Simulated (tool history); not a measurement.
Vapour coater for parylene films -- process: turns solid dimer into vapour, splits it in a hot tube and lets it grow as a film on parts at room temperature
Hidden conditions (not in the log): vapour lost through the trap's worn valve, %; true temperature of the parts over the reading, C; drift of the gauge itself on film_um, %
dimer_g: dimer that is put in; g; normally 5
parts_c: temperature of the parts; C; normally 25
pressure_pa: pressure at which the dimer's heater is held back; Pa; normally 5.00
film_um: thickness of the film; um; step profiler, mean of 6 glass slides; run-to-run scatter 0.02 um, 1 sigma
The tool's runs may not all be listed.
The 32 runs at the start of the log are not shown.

run,day,dimer_g,parts_c,pressure_pa,hours of work since the trap's valve was overhauled,hours of work since the table's thermometer was calibrated,film_um
33,20.792,9,26,6.81,89,23,2.77
34,21.346,9,26,6.81,97,32,2.73
35,21.750,9,20,5.74,104,38,3.08
36,22.458,5,25,8.65,115,49,1.46
37,23.262,8,18,7.60,127,62,2.71
38,23.879,7,26,4.76,137,71,2.27
39,24.508,7,26,4.76,147,81,2.18
40,25.054,3,32,2.45,155,89,0.99
41,25.796,4,35,2.45,166,101,1.26
42,26.371,3,25,5.00,175,110,0.97
43,27.096,3,25,5.00,187,121,0.95
44,27.867,3,25,5.00,199,133,0.93
45,28.338,5,21,7.21,206,140,1.53
46,28.704,5,25,4.61,212,146,1.60

Below are 3 alternative next runs, each starting from the tool's condition after run 46. Predict each:
A,29.504,5,25,2.73,224,159,?
B,29.504,3,25,2.43,224,159,?
C,29.504,5,23,5.00,224,159,?

run,film_um
A,1.72
B,1.07
C,1.59
Take away the tool's hidden state, keep each run's random variation, and the runs would have read:
run,film_um
A,1.95
B,1.21
C,1.79

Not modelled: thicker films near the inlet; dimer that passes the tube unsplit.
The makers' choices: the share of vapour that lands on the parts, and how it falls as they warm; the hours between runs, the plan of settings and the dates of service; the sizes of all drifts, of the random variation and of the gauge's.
